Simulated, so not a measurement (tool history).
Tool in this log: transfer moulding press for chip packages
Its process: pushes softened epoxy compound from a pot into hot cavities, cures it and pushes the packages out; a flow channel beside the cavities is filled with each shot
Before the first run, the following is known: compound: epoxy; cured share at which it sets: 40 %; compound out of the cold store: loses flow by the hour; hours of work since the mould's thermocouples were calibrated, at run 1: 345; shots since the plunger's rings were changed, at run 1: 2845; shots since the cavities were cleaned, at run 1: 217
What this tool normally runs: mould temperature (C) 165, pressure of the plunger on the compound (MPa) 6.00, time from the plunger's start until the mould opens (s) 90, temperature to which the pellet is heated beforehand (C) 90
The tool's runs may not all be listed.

run	day	mould temperature (C)	pressure of the plunger on the compound (MPa)	time from the plunger's start until the mould opens (s)	temperature to which the pellet is heated beforehand (C)	hours of work since the mould's thermocouples were calibrated	shots since the plunger's rings were changed	shots since the cavities were cleaned	incoming compound's hours out of the cold store	length that the compound runs in the flow channel (mm)	greatest force on the pins that push the packages out (N)
1	0.000	165	6.00	90	90	345	2845	217	25.0	726	441
# day 0.312: plunger's sealing rings changed
2	0.312	165	6.00	90	90	349	0	289	14.2	817	475
3	0.675	165	6.00	90	90	355	125	414	8.1	846	545
# day 0.862: cavities cleaned with cleaning compound and waxed
4	1.238	165	6.00	90	90	365	297	129	25.0	765	364
5	1.633	165	6.94	90	90	372	435	267	46.8	718	430
6	2.067	165	6.00	90	90	380	583	415	31.1	734	507
# day 2.271: cavities cleaned with cleaning compound and waxed
7	2.396	165	6.00	90	90	385	676	43	20.4	779	320
8	2.638	165	6.00	98	90	390	759	126	34.0	711	337
# day 2.767: mould's thermocouples calibrated
9	3.175	164	4.66	90	90	8	916	283	18.4	694	518
10	3.558	164	4.66	90	90	15	1049	416	25.3	669	566
# day 3.746: cavities cleaned with cleaning compound and waxed
11	4.112	162	5.97	122	92	24	1217	126	8.2	846	306
12	4.358	162	5.97	122	92	28	1303	212	9.0	833	359
13	4.658	173	5.16	108	92	34	1406	315	21.4	683	351
14	4.879	158	6.00	74	90	38	1482	391	13.5	837	1284

Run 15 comes next. What will it give?
# day 5.154: cavities cleaned with cleaning compound and waxed
15	5.221	165	6.28	90	90	43	1578	22	44.7	?	?

length that the compound runs in the flow channel (mm): 677
greatest force on the pins that push the packages out (N): 286
If the tool had no hidden condition, the same run with the same run-to-run variation would have returned length that the compound runs in the flow channel (mm) 695, greatest force on the pins that push the packages out (N) 248.
